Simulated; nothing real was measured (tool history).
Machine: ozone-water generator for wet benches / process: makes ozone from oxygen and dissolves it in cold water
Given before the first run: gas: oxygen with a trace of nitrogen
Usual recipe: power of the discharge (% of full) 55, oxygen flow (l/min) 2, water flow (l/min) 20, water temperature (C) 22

run	hour	power of the discharge (% of full)	oxygen flow (l/min)	water flow (l/min)	water temperature (C)	dissolved ozone (ppm)	ozone in the gas ahead of the water (g/m3)
1	0	55	2	20	22	9	148.7
2	25.2	55	2	20	22	9.1	148.3
3	61.1	92	2	20	22	12.7	211.5
4	83.3	92	2	20	22	12.8	211.8
5	132.5	55	2	20	22	8.9	146.6
6	182.2	55	2	20	22	8.9	148.3
7	213.7	55	2	20	22	8.9	147.4
8	261.1	55	1.17	20	22	7.9	199.9
9	289.7	55	1.17	20	22	8.1	199.4
10	339.9	56	1.17	20	22	8.1	204.9
11	383.2	82	1.17	20	22	10.5	267.9
12	420	88	1.42	20	22	11.5	247.2
13	458.9	48	1.42	23	24	6.6	161.7
14	496	55	1.91	20	21	8.9	149.6
15	530.6	55	2.5	20	21	9.3	129.2
16	556.2	85	2	20	22	11.6	198.2
17	591.8	92	2	20	22	12.6	212
18	626.5	92	2	20	22	12.6	210.7
19	659.5	92	2	20	22	12.7	209.1

Below, some changes in dissolved ozone (ppm) between adjacent runs. For each, the amount present without the hidden state too (settings, incoming material, random variation) and the amount remaining for the hidden state with gauge scatter not shared by both compared results:
Hidden state at play: yield of the discharge, % of new electrodes'; contactor's efficiency, % of a clean one's; true water temperature over the reading, C; drift of the gauge itself on ozone_ppm, %; drift of the gauge itself on gas_g_m3, %.
Run 2 -> 3: power of the discharge (% of full) 55 -> 92. dissolved ozone (ppm) +3.6: hidden state -0.5, all else +4.1.
Run 12 -> 13: power of the discharge (% of full) 88 -> 48, water flow (l/min) 20 -> 23, water temperature (C) 22 -> 24. dissolved ozone (ppm) -4.9: hidden state +0.5, all else -5.4.

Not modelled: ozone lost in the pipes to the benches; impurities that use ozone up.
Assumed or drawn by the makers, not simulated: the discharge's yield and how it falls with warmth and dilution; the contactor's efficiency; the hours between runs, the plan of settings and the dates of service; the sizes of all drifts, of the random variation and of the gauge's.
